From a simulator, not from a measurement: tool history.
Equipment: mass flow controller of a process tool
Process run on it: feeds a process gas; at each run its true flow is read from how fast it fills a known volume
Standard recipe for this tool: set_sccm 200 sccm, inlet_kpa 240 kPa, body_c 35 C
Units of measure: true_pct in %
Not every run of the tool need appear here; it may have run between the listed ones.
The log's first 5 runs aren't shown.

run 6 hour=978.3 | set_sccm=79 inlet_kpa=240 body_c=35 | true_pct=94.02
run 7 hour=1247.9 | set_sccm=79 inlet_kpa=240 body_c=35 | true_pct=93.95
run 8 hour=1512.3 | set_sccm=79 inlet_kpa=240 body_c=35 | true_pct=93.74
run 9 hour=1719.1 | set_sccm=144 inlet_kpa=240 body_c=35 | true_pct=95.17
run 10 hour=1854.4 | set_sccm=200 inlet_kpa=240 body_c=22 | true_pct=96.11
run 11 hour=2110.5 | set_sccm=200 inlet_kpa=240 body_c=35 | true_pct=95.71
run 12 hour=2400.8 | set_sccm=200 inlet_kpa=240 body_c=35 | true_pct=95.74
run 13 hour=2671.3 | set_sccm=200 inlet_kpa=240 body_c=35 | true_pct=95.5
run 14 hour=2975.5 | set_sccm=200 inlet_kpa=240 body_c=35 | true_pct=95.48
run 15 hour=3152.9 | set_sccm=200 inlet_kpa=175 body_c=35 | true_pct=95.42
run 16 hour=3422.8 | set_sccm=200 inlet_kpa=240 body_c=35 | true_pct=95.26
run 17 hour=3698.8 | set_sccm=200 inlet_kpa=240 body_c=35 | true_pct=95.08
run 18 hour=3911.5 | set_sccm=438 inlet_kpa=240 body_c=35 | true_pct=97.31
-- hour=3930.3 controller's zero set anew
run 19 hour=4191.2 | set_sccm=200 inlet_kpa=240 body_c=35 | true_pct=94.25
-- hour=4401.6 controller's zero set anew, once more
run 20 hour=4414.4 | set_sccm=200 inlet_kpa=240 body_c=35 | true_pct=96.34
run 21 hour=4716.5 | set_sccm=200 inlet_kpa=182 body_c=35 | true_pct=96.22
run 22 hour=4861.8 | set_sccm=200 inlet_kpa=182 body_c=35 | true_pct=96.12
run 23 hour=5030.4 | set_sccm=200 inlet_kpa=240 body_c=35 | true_pct=96.15
run 24 hour=5333.5 | set_sccm=200 inlet_kpa=240 body_c=35 | true_pct=95.92
run 25 hour=5529 | set_sccm=111 inlet_kpa=250 body_c=35 | true_pct=95.14
run 26 hour=5768.1 | set_sccm=69 inlet_kpa=179 body_c=35 | true_pct=94.17
run 27 hour=5898.9 | set_sccm=96 inlet_kpa=149 body_c=22 | true_pct=95.08
run 28 hour=6079.2 | set_sccm=196 inlet_kpa=240 body_c=35 | true_pct=95.64
run 29 hour=6274.2 | set_sccm=58 inlet_kpa=266 body_c=33 | true_pct=93.38

Forecast run 30:
run 30 hour=6425.8 | set_sccm=147 inlet_kpa=214 body_c=20 | true_pct=?

{"run 30": {"true_pct": 95.53}}
With the hidden condition absent and the run-to-run variation left alone, this run would have shown true_pct 98.01 %.
